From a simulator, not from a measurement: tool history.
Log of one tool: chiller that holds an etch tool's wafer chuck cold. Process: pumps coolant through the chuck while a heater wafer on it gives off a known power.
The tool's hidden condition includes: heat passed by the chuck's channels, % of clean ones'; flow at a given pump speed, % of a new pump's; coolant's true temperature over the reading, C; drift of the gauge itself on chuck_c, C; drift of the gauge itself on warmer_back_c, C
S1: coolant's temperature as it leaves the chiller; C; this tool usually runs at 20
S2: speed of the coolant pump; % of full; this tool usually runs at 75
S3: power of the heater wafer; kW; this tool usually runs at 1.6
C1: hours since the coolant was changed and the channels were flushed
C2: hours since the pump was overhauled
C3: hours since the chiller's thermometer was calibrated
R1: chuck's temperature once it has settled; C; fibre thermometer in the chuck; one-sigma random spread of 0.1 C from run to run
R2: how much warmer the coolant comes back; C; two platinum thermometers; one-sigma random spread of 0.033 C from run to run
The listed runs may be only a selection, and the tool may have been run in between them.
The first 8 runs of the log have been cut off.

run 9 day=30.508 | S1=20 S2=75 S3=2.144 | C1=6685 C2=3410 C3=2536 | R1=36.9 R2=5.93
run 10 day=32.667 | S1=20 S2=75 S3=2.112 | C1=6737 C2=3462 C3=2588 | R1=36.7 R2=5.89
run 11 day=36.871 | S1=20 S2=73 S3=1.6 | C1=6838 C2=3563 C3=2688 | R1=32.9 R2=4.54
run 12 day=38.825 | S1=20 S2=75 S3=1.6 | C1=6884 C2=3610 C3=2735 | R1=32.6 R2=4.49
run 13 day=43.054 | S1=20 S2=75 S3=1.6 | C1=6986 C2=3711 C3=2837 | R1=32.6 R2=4.4
run 14 day=46.738 | S1=25 S2=75 S3=1.6 | C1=7074 C2=3800 C3=2925 | R1=37.7 R2=4.41
run 15 day=49.775 | S1=20 S2=75 S3=1.6 | C1=7147 C2=3873 C3=2998 | R1=32.8 R2=4.43
run 16 day=54.362 | S1=10 S2=75 S3=1.6 | C1=7257 C2=3983 C3=3108 | R1=22.9 R2=4.47
run 17 day=58.525 | S1=10 S2=75 S3=1.6 | C1=7357 C2=4083 C3=3208 | R1=22.8 R2=4.48
run 18 day=61.154 | S1=14 S2=84 S3=1.446 | C1=7420 C2=4146 C3=3271 | R1=24.8 R2=3.65
run 19 day=65.396 | S1=10 S2=75 S3=1.6 | C1=7522 C2=4248 C3=3373 | R1=23 R2=4.43
-- day=66.946 coolant changed, channels flushed
run 20 day=70.275 | S1=25 S2=75 S3=1.518 | C1=80 C2=4359 C3=3484 | R1=35.8 R2=4.2
run 21 day=74.725 | S1=25 S2=75 S3=1.576 | C1=187 C2=4466 C3=3591 | R1=36 R2=4.4
run 22 day=78.012 | S1=12 S2=61 S3=1.152 | C1=266 C2=4544 C3=3670 | R1=21.2 R2=3.95
run 23 day=81.388 | S1=12 S2=61 S3=1.152 | C1=347 C2=4625 C3=3751 | R1=21.3 R2=3.97
run 24 day=83.467 | S1=10 S2=69 S3=0.906 | C1=397 C2=4675 C3=3801 | R1=16.7 R2=2.76
run 25 day=86.133 | S1=27 S2=85 S3=1.025 | C1=461 C2=4739 C3=3865 | R1=33.6 R2=2.55
run 26 day=88.925 | S1=20 S2=69 S3=1.6 | C1=527 C2=4806 C3=3932 | R1=32 R2=4.9
run 27 day=91.362 | S1=28 S2=94 S3=0.836 | C1=586 C2=4865 C3=3990 | R1=33.1 R2=1.94
run 28 day=95.983 | S1=11 S2=89 S3=0.974 | C1=697 C2=4976 C3=4101 | R1=17.2 R2=2.29
run 29 day=98.071 | S1=26 S2=73 S3=1.431 | C1=747 C2=5026 C3=4151 | R1=36.3 R2=4.12
run 30 day=101.858 | S1=27 S2=93 S3=1.059 | C1=838 C2=5117 C3=4242 | R1=33.6 R2=2.41
run 31 day=104.317 | S1=14 S2=79 S3=1.818 | C1=897 C2=5176 C3=4301 | R1=26.7 R2=4.9

Each row is a separate what-if for the run after 31, all from the same tool condition, not one after another. Results?
run A day=108.125 | S1=14 S2=92 S3=1.215 | C1=988 C2=5267 C3=4393 | R1=? R2=?
run B day=108.125 | S1=20 S2=99 S3=0.978 | C1=988 C2=5267 C3=4393 | R1=? R2=?
run C day=108.125 | S1=19 S2=76 S3=1.136 | C1=988 C2=5267 C3=4393 | R1=? R2=?
run D day=108.125 | S1=14 S2=66 S3=1.818 | C1=988 C2=5267 C3=4393 | R1=? R2=?

run=A R1=21.7 R2=2.8
run=B R1=26 R2=2.08
run=C R1=27 R2=3.11
run=D R1=27.8 R2=5.83
Had the tool no hidden state, the same runs would have come out as:
run=A R1=21.3 R2=2.63
run=B R1=25.7 R2=1.96
run=C R1=26.7 R2=2.93
run=D R1=27.1 R2=5.49
